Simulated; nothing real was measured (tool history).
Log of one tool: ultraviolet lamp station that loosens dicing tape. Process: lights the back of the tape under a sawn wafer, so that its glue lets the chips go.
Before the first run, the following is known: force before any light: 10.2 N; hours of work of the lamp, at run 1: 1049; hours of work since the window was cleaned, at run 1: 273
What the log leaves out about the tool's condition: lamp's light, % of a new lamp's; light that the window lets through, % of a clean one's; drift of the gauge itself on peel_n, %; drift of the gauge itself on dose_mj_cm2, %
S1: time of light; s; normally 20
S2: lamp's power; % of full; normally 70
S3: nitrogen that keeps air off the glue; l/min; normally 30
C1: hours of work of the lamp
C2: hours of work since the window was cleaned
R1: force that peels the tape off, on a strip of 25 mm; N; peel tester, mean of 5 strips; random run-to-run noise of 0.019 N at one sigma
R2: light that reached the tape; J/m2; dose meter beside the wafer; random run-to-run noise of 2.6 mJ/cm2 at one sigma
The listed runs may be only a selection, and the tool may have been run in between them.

run     day  S1   S2  S3    C1   C2     R1    R2
  1       0  20   70  30  1049  273  1.734  2410
      1.083  -- window cleaned of glue's vapour
  2   4.029  20   70  30  1116   49  2.053  2220
  3   7.275  20   70  30  1170  103   2.09  2130
  4  10.238  22   70  30  1219  153   1.97  2250
     11.179  -- window cleaned of glue's vapour, once more
  5  12.621  22   70  30  1259   24  1.359  2810
  6  15.508  20   70  30  1307   72  1.856  2480
  7  18.117  20   70  30  1350  116   1.76  2410
  8  21.588  20   70  25  1408  174  2.137  2300
  9  24.067  20   70  30  1449  215  2.044  2290
     26.896  -- lamp changed
 10  27.508  20   91  30    10  272  0.684  3800
     28.967  -- window cleaned of glue's vapour
 11  29.558  20   95  57    44   10  0.282  4510
 12  33.175  11   90  59   104   70  1.475  2240
 13  34.896  28   68  15   133   99  0.892  4280
 14    37.5  13   88  56   176  142  1.208  2470
 15  39.338  19   88  21   207  173  1.043  3560
 16  42.979  19   88  21   268  234  1.181  3470
     46.471  -- window cleaned of glue's vapour
 17  46.471  20  100  21   326    0  0.582  4550
 18  48.733  20   71  30   363   38  1.097  3140

Describe how what the log doesn't record of the tool's condition differs between the last listed run preceding each entry between runs and the first listed run following it.
After run 1, before run 2: window cleaned of glue's vapour (day 1.083)
  lamp's light, % of a new lamp's: 81.1 -> 79.9; light that the window lets through, % of a clean one's: 88.3 -> 82.9
  what was measured, less what the result would be without the hidden state, R1: +0.84 -> +1.124 N; R2: -970 -> -1150 J/m2
After run 4, before run 5: window cleaned of glue's vapour, once more (day 11.179)
  lamp's light, % of a new lamp's: 78.1 -> 77.4; light that the window lets through, % of a clean one's: 78.4 -> 97.9
  what was measured, less what the result would be without the hidden state, R1: +1.241 -> +0.622 N; R2: -1440 -> -910 J/m2
After run 9, before run 10: lamp changed (day 26.896)
  lamp's light, % of a new lamp's: 74.1 -> 99.3; light that the window lets through, % of a clean one's: 89.7 -> 87
  what was measured, less what the result would be without the hidden state, R1: +1.113 -> +0.218 N; R2: -1130 -> -600 J/m2
After run 10, before run 11: window cleaned of glue's vapour (day 28.967)
  lamp's light, % of a new lamp's: 99.3 -> 98.7; light that the window lets through, % of a clean one's: 87 -> 99.4
  what was measured, less what the result would be without the hidden state, R1: +0.218 -> +0.015 N; R2: -600 -> -90 J/m2
After run 16, before run 17: window cleaned of glue's vapour (day 46.471)
  lamp's light, % of a new lamp's: 94.8 -> 93.8; light that the window lets through, % of a clean one's: 89.7 -> 100
  what was measured, less what the result would be without the hidden state, R1: +0.358 -> +0.092 N; R2: -600 -> -300 J/m2

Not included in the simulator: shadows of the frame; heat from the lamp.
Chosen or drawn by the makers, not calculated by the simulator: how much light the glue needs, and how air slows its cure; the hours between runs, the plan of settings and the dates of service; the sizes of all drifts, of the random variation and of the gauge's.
